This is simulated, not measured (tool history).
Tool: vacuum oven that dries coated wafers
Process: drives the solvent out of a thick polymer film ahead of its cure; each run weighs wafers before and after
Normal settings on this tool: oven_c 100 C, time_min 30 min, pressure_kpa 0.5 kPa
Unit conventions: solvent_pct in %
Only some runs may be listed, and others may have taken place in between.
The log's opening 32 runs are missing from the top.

run	hour	oven_c	time_min	pressure_kpa	solvent_pct
33	649.8	112	20	1.858	4.51
34	673.2	112	20	1.858	4.5
35	695.3	99	30	0.5	5.09
36	717.6	100	34	1.592	5.66
37	739.4	91	34	0.893	7.98
38	753.4	94	29	0.367	6.83
39	774.1	94	29	0.367	6.85
40	798.9	100	29	0.5	4.92
41	816.9	101	51	0.291	1.8
42	839.5	97	54	1.146	3.92
43	856.7	100	21	1.693	8.35
44	869.9	100	21	1.693	8.25

Alternative continuations, all from the tool just after run 44; predict every row:
A	886.3	107	41	0.5	?
B	886.3	100	21	1.706	?
C	886.3	88	21	1.693	?

run	solvent_pct
A	1.59
B	8.2
C	12.45
With no hidden state in the tool, these same runs would have given:
run	solvent_pct
A	1.58
B	8.19
C	12.45
